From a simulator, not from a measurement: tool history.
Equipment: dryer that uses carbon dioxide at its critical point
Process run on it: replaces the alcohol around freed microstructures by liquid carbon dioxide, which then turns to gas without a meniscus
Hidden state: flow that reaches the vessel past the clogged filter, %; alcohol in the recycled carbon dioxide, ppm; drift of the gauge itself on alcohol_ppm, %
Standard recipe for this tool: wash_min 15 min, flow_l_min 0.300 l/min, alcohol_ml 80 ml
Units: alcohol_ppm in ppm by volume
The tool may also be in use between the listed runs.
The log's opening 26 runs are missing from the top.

run,hour,wash_min,flow_l_min,alcohol_ml,hours of work since the filter was changed,hours of work since the purifier's bed was changed,alcohol_ppm
27,329.8,19,0.279,21,14,407,32
28,347.7,15,0.327,80,28,421,97
29,361.9,21,0.499,63,40,433,37
30,378.0,21,0.357,102,52,445,32
31,388.0,15,0.357,31,60,453,52
32,403.2,18,0.275,31,72,465,72
33,418.8,12,0.300,72,84,477,637
34,429.6,11,0.300,21,93,486,338
35,446.3,23,0.467,21,106,499,46
36,453.5,19,0.473,39,112,505,37
37,468.5,19,0.473,39,123,516,39
38,480.9,15,0.306,40,133,526,147
39,491.2,23,0.496,54,141,534,40
40,508.5,17,0.223,80,155,548,945
41,520.9,13,0.417,94,165,558,120
# hour 524.9: inlet filter changed
42,537.5,13,0.417,94,10,570,66
43,551.2,13,0.417,94,21,581,55

3 options for the next run, each taken on its own from the tool as it stands now. Forecast them:
A,564.5,18,0.276,46,31,591,?
B,564.5,11,0.356,104,31,591,?
C,564.5,13,0.300,30,31,591,?

run,alcohol_ppm
A,77
B,399
C,159
Had the tool no hidden state, the same runs would have come out as:
run,alcohol_ppm
A,31
B,291
C,99
